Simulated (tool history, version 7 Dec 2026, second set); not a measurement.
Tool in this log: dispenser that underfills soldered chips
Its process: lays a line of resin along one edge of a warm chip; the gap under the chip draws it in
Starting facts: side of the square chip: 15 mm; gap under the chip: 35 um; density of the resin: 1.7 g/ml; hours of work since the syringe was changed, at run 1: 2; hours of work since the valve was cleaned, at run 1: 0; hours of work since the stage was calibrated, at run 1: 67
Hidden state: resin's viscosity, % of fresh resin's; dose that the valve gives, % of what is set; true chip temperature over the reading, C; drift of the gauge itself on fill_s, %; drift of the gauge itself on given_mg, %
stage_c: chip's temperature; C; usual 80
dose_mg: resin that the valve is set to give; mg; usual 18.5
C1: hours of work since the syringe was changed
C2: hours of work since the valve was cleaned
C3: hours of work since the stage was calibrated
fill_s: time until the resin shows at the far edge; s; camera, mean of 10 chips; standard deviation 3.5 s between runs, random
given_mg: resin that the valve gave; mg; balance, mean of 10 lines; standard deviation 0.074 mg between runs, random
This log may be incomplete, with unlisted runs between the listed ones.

run 1 hour=0.0 | stage_c=80 dose_mg=18.5 | C1=2 C2=0 C3=67 | fill_s=386.5 given_mg=18.59
run 2 hour=3.7 | stage_c=79 dose_mg=18.5 | C1=4 C2=3 C3=69 | fill_s=453.9 given_mg=18.60
-- hour=7.1 new syringe of resin
run 3 hour=9.3 | stage_c=79 dose_mg=18.5 | C1=1 C2=6 C3=72 | fill_s=388.5 given_mg=18.44
run 4 hour=13.6 | stage_c=80 dose_mg=18.5 | C1=4 C2=9 C3=75 | fill_s=425.8 given_mg=18.43
-- hour=16.8 new syringe of resin
run 5 hour=18.2 | stage_c=80 dose_mg=18.5 | C1=1 C2=11 C3=78 | fill_s=364.3 given_mg=18.40
run 6 hour=21.2 | stage_c=80 dose_mg=18.5 | C1=3 C2=13 C3=80 | fill_s=403.2 given_mg=18.41
-- hour=26.7 new syringe of resin
run 7 hour=26.7 | stage_c=80 dose_mg=24.0 | C1=0 C2=16 C3=83 | fill_s=337.2 given_mg=23.82
run 8 hour=31.2 | stage_c=80 dose_mg=18.2 | C1=3 C2=19 C3=86 | fill_s=410.3 given_mg=17.98
run 9 hour=35.1 | stage_c=80 dose_mg=18.5 | C1=5 C2=22 C3=88 | fill_s=457.5 given_mg=18.42
-- hour=36.5 new syringe of resin
run 10 hour=38.9 | stage_c=80 dose_mg=18.5 | C1=1 C2=24 C3=90 | fill_s=382.7 given_mg=18.42
run 11 hour=41.8 | stage_c=80 dose_mg=18.5 | C1=3 C2=26 C3=92 | fill_s=426.3 given_mg=18.34
-- hour=46.1 new syringe of resin
run 12 hour=46.8 | stage_c=80 dose_mg=18.5 | C1=0 C2=28 C3=95 | fill_s=368.4 given_mg=18.37
run 13 hour=52.2 | stage_c=90 dose_mg=18.5 | C1=4 C2=32 C3=98 | fill_s=313.6 given_mg=18.23
-- hour=55.7 new syringe of resin
run 14 hour=56.1 | stage_c=88 dose_mg=18.5 | C1=0 C2=34 C3=101 | fill_s=280.6 given_mg=18.42
run 15 hour=59.1 | stage_c=88 dose_mg=18.5 | C1=2 C2=36 C3=102 | fill_s=308.8 given_mg=18.24
run 16 hour=63.0 | stage_c=80 dose_mg=18.5 | C1=5 C2=38 C3=105 | fill_s=450.2 given_mg=18.20
-- hour=65.3 new syringe of resin
run 17 hour=68.0 | stage_c=66 dose_mg=18.5 | C1=2 C2=41 C3=108 | fill_s=633.5 given_mg=18.21
run 18 hour=71.9 | stage_c=66 dose_mg=18.5 | C1=4 C2=44 C3=110 | fill_s=722.5 given_mg=18.24
-- hour=75.2 new syringe of resin
run 19 hour=76.8 | stage_c=78 dose_mg=19.4 | C1=1 C2=47 C3=113 | fill_s=403.5 given_mg=19.03
run 20 hour=80.3 | stage_c=78 dose_mg=19.4 | C1=3 C2=49 C3=115 | fill_s=456.4 given_mg=19.07
-- hour=84.9 new syringe of resin
run 21 hour=85.9 | stage_c=73 dose_mg=19.4 | C1=1 C2=52 C3=119 | fill_s=477.6 given_mg=19.05
run 22 hour=90.5 | stage_c=78 dose_mg=22.9 | C1=3 C2=55 C3=121 | fill_s=446.3 given_mg=22.64
-- hour=94.8 new syringe of resin
run 23 hour=96.0 | stage_c=78 dose_mg=22.9 | C1=1 C2=58 C3=125 | fill_s=389.2 given_mg=22.56
run 24 hour=99.8 | stage_c=74 dose_mg=22.9 | C1=3 C2=61 C3=127 | fill_s=495.2 given_mg=22.57
-- hour=102.5 dispensing valve cleaned and set on the balance
run 25 hour=104.3 | stage_c=71 dose_mg=23.1 | C1=5 C2=1 C3=129 | fill_s=604.3 given_mg=22.93
-- hour=105.5 new syringe of resin
run 26 hour=108.4 | stage_c=71 dose_mg=23.1 | C1=2 C2=4 C3=132 | fill_s=506.5 given_mg=23.00
run 27 hour=110.6 | stage_c=80 dose_mg=23.5 | C1=3 C2=5 C3=133 | fill_s=398.3 given_mg=23.33
run 28 hour=113.0 | stage_c=76 dose_mg=16.0 | C1=5 C2=6 C3=135 | fill_s=526.2 given_mg=16.01
-- hour=115.2 new syringe of resin
run 29 hour=118.7 | stage_c=81 dose_mg=22.1 | C1=2 C2=10 C3=138 | fill_s=390.9 given_mg=22.02
run 30 hour=122.7 | stage_c=68 dose_mg=18.0 | C1=5 C2=12 C3=140 | fill_s=696.4 given_mg=17.90
-- hour=124.8 new syringe of resin
run 31 hour=125.8 | stage_c=68 dose_mg=18.0 | C1=1 C2=14 C3=142 | fill_s=571.3 given_mg=17.94
run 32 hour=130.3 | stage_c=68 dose_mg=18.0 | C1=3 C2=17 C3=145 | fill_s=636.6 given_mg=17.87
run 33 hour=132.5 | stage_c=67 dose_mg=20.0 | C1=5 C2=18 C3=146 | fill_s=712.8 given_mg=19.77
-- hour=134.7 new syringe of resin
run 34 hour=137.4 | stage_c=67 dose_mg=20.0 | C1=2 C2=21 C3=149 | fill_s=608.6 given_mg=19.73
run 35 hour=141.3 | stage_c=84 dose_mg=16.5 | C1=4 C2=23 C3=152 | fill_s=399.3 given_mg=16.35

Here are 5 independent what-if runs from the current tool condition. What would each one return?
-- hour=144.6 new syringe of resin
run A hour=146.9 | stage_c=84 dose_mg=17.5 | C1=1 C2=27 C3=155 | fill_s=? given_mg=?
-- hour=144.6 new syringe of resin
run B hour=146.9 | stage_c=95 dose_mg=17.9 | C1=1 C2=27 C3=155 | fill_s=? given_mg=?
-- hour=144.6 new syringe of resin
run C hour=146.9 | stage_c=90 dose_mg=22.2 | C1=1 C2=27 C3=155 | fill_s=? given_mg=?
-- hour=144.6 new syringe of resin
run D hour=146.9 | stage_c=85 dose_mg=16.5 | C1=1 C2=27 C3=155 | fill_s=? given_mg=?
-- hour=144.6 new syringe of resin
run E hour=146.9 | stage_c=75 dose_mg=17.7 | C1=1 C2=27 C3=155 | fill_s=? given_mg=?

run=A fill_s=348.5 given_mg=17.22
run=B fill_s=241.4 given_mg=17.78
run=C fill_s=272.1 given_mg=22.00
run=D fill_s=336.2 given_mg=16.24
run=E fill_s=458.7 given_mg=17.42
Without the tool's hidden state the same runs would have given:
run=A fill_s=316.7 given_mg=17.45
run=B fill_s=219.8 given_mg=18.01
run=C fill_s=248.1 given_mg=22.29
run=D fill_s=305.2 given_mg=16.45
run=E fill_s=416.3 given_mg=17.64

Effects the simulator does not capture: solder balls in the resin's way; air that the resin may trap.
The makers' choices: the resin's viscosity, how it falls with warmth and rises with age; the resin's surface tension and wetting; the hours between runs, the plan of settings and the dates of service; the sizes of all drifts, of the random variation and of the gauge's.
